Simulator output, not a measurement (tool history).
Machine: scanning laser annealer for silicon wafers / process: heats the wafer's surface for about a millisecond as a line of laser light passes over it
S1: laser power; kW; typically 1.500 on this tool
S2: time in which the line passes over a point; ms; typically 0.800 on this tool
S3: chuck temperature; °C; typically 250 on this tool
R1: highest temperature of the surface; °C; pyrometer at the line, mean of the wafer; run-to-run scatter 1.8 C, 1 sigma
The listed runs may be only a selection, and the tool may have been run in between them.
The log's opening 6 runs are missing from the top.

run	hour	S1	S2	S3	R1
# hour 352.5: optics aligned, line set to its width
7	381.7	1.500	0.800	251	968
8	438.7	1.500	0.800	250	963
9	515.4	1.500	0.618	250	861
10	563.1	1.500	0.800	250	963
11	606.7	1.500	0.800	250	958
12	679.1	1.500	0.800	258	961
13	733.3	1.500	0.800	258	955
14	791.5	1.500	0.800	258	959
15	841.3	1.500	0.800	250	944
16	912.7	1.500	0.800	250	940
17	951.8	1.500	0.800	250	944
18	1010.6	1.500	0.800	250	940
19	1049.5	1.500	0.800	250	935
20	1093.0	1.500	0.800	250	938
21	1138.4	1.500	0.800	250	935
22	1180.2	1.299	0.700	240	767
23	1245.0	1.296	0.869	240	837
24	1287.3	1.337	0.932	242	885
25	1339.0	1.337	0.932	242	882
26	1390.4	1.365	0.815	216	822

Run 27 is up next; what results do you expect?
# hour 1426.0: window over the wafer cleaned
27	1448.9	1.347	0.775	254	?

For run 27 the tool returned R1 866 °C.
The same run, on a tool lacking any hidden state, would have yielded R1 866 °C.
